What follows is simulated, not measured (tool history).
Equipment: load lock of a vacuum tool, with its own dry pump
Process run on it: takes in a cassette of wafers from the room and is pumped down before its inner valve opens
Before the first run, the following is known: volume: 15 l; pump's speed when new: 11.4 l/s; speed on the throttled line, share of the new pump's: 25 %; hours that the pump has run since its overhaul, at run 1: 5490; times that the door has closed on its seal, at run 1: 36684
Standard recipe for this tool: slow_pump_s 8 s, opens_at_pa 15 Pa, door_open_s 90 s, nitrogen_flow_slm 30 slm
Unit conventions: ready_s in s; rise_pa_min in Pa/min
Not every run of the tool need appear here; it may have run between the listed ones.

run    hour  slow_pump_s  opens_at_pa  door_open_s  nitrogen_flow_slm  hours that the pump has run since its overhaul  times that the door has closed on its seal  incoming humidity of the room's air, %  ready_s  rise_pa_min
  1       0            8           15           90                 30                                            5490                                       36684                                    45.5    18.15        0.114
  2   152.1            8           15           90                 30                                            5642                                       37199                                    44.2    18.34         0.12
  3   248.1            8           28           90                 30                                            5738                                       37524                                    44.8    17.42        0.111
  4   388.5            8           28           90                 30                                            5879                                       37999                                    47.3    17.54        0.122
  5   478.7            8           22           90                 30                                            5969                                       38304                                    45.8    17.77        0.118
  6   609.6            8           22           90                 30                                            6100                                       38747                                    41.9    18.02        0.123
  7   782.8            8           12           90                 30                                            6273                                       39333                                    47.3    18.77        0.126
  8   910.6            8           12          134                 30                                            6401                                       39766                                    46.3    18.77        0.137
  9  1092.5            8           12          134                 30                                            6583                                       40381                                    42.4    18.88         0.14
 10  1185.8            8           12          134                 30                                            6676                                       40697                                    46.3    18.88        0.144
 11  1374.3            8           15           90                 30                                            6864                                       41335                                    42.9    18.49         0.13
 12  1496.9            8           15           90                 30                                            6987                                       41750                                    45.1    18.63        0.139
 13  1612.2            8           16           90                 30                                            7102                                       42140                                    44.5    18.33        0.135
 14  1742.8            8           16           90                 30                                            7233                                       42582                                    44.4    18.51        0.133
 15  1894.1            8           17          218                 30                                            7384                                       43094                                    44.5    18.24        0.168
 16  1977.9            7           18          209                 30                                            7468                                       43378                                    49.3    17.69        0.168
 17  2120.9            7           15           90                  5                                            7611                                       43862                                    46.9    17.84        0.175
 18  2257.6            7           15           90                  5                                            7748                                       44324                                      42    17.93         0.17
 19  2410.7            8           15           98                 23                                            7901                                       44842                                    43.8    18.48        0.152
 20  2523.4            8           15           98                 23                                            8013                                       45224                                    46.4    18.69        0.156
 21  2599.5            9           15           90                 30                                            8090                                       45481                                    45.4    19.34        0.143
 22    2676           12           15          115                 30                                            8166                                       45740                                    45.9    21.39        0.155
 23    2802            8           13          175                 27                                            8292                                       46166                                    46.9    18.85        0.174
 24    2960            5           15           90                 25                                            8450                                       46701                                      47    16.64         0.15
 25  3136.6           12           15           90                 45                                            8627                                       47299                                      46    21.66        0.148
 26  3280.7           12           15           90                 25                                            8771                                       47787                                    45.5    21.65        0.156
 27  3421.8           16           11          210                 13                                            8912                                       48264                                    44.2    24.86        0.213

Forecast each of these 4 alternatives for the next run:
  A  3586.4            5           11          210                 13                                            9076                                       48821                                    45.4        ?            ?
  B  3586.4            7           11          210                 13                                            9076                                       48821                                    43.4        ?            ?
  C  3586.4           12           11          210                 13                                            9076                                       48821                                    47.1        ?            ?
  D  3586.4           16           11           25                 13                                            9076                                       48821                                    46.5        ?            ?

run  ready_s  rise_pa_min
  A    17.01        0.227
  B    18.37        0.217
  C    22.21        0.228
  D    24.97        0.138
With no hidden state in the tool, these same runs would have given:
run  ready_s  rise_pa_min
  A    15.77        0.107
  B    17.19        0.099
  C    21.17        0.109
  D    24.04        0.022
